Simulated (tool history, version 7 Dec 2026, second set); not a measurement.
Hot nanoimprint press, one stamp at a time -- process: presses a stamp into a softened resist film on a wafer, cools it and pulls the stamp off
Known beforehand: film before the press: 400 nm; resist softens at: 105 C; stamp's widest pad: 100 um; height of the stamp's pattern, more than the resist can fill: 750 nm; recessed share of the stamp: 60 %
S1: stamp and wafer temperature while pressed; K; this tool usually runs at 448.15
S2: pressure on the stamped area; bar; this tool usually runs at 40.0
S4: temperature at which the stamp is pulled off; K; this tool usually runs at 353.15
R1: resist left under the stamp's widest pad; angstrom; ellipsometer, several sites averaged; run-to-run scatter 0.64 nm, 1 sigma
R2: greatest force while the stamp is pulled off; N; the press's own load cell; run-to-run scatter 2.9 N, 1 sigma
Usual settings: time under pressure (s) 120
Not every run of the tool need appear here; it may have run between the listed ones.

run 1 hour=0.0 | S1=448.15 S2=40.0 time_under_pressure_(s)=120 S4=353.15 | R1=1796 R2=207
run 2 hour=9.6 | S1=448.15 S2=40.0 time_under_pressure_(s)=120 S4=353.15 | R1=1796 R2=218
run 3 hour=21.7 | S1=448.15 S2=40.0 time_under_pressure_(s)=120 S4=353.15 | R1=1811 R2=214
run 4 hour=28.6 | S1=448.15 S2=40.0 time_under_pressure_(s)=120 S4=353.15 | R1=1807 R2=215
run 5 hour=36.9 | S1=448.15 S2=40.0 time_under_pressure_(s)=120 S4=353.15 | R1=1797 R2=220
run 6 hour=43.2 | S1=448.15 S2=40.0 time_under_pressure_(s)=120 S4=353.15 | R1=1795 R2=210
run 7 hour=56.3 | S1=448.15 S2=40.0 time_under_pressure_(s)=120 S4=353.15 | R1=1798 R2=217
run 8 hour=65.3 | S1=448.15 S2=32.6 time_under_pressure_(s)=120 S4=353.15 | R1=2000 R2=217
run 9 hour=74.6 | S1=448.15 S2=30.2 time_under_pressure_(s)=120 S4=353.15 | R1=2079 R2=219
run 10 hour=82.4 | S1=448.15 S2=30.2 time_under_pressure_(s)=120 S4=353.15 | R1=2073 R2=210
run 11 hour=88.6 | S1=448.15 S2=30.2 time_under_pressure_(s)=120 S4=353.15 | R1=2086 R2=221
run 12 hour=96.7 | S1=441.15 S2=32.6 time_under_pressure_(s)=81 S4=342.15 | R1=2769 R2=260
run 13 hour=107.2 | S1=458.15 S2=40.0 time_under_pressure_(s)=120 S4=349.15 | R1=1270 R2=237
run 14 hour=119.7 | S1=458.15 S2=40.0 time_under_pressure_(s)=120 S4=349.15 | R1=1268 R2=239
run 15 hour=133.1 | S1=458.15 S2=40.0 time_under_pressure_(s)=120 S4=349.15 | R1=1271 R2=226
run 16 hour=146.1 | S1=459.15 S2=32.8 time_under_pressure_(s)=156 S4=347.15 | R1=1239 R2=254

Subtracting, for every run, the result it would have given without the tool's unlogged condition from the measured result gives the following. The same run-to-run variation enters both numbers; the gauge's scatter may not:
Unlogged tool condition in this case: true temperature over the reading, C; pressure that arrives at the usual setting, %; grip of the stamp's worn release coat, % over a new coat's; drift of the gauge itself on residual_nm, %; drift of the gauge itself on pull_off_n, %.
run=1 R1=+21 R2=+72
run=2 R1=+21 R2=+76
run=3 R1=+21 R2=+75
run=4 R1=+21 R2=+75
run=5 R1=+20 R2=+77
run=6 R1=+20 R2=+75
run=7 R1=+19 R2=+78
run=8 R1=+16 R2=+79
run=9 R1=+15 R2=+80
run=10 R1=+15 R2=+78
run=11 R1=+14 R2=+82
run=12 R1=+15 R2=+97
run=13 R1=+13 R2=+88
run=14 R1=+13 R2=+89
run=15 R1=+13 R2=+85
run=16 R1=+10 R2=+96

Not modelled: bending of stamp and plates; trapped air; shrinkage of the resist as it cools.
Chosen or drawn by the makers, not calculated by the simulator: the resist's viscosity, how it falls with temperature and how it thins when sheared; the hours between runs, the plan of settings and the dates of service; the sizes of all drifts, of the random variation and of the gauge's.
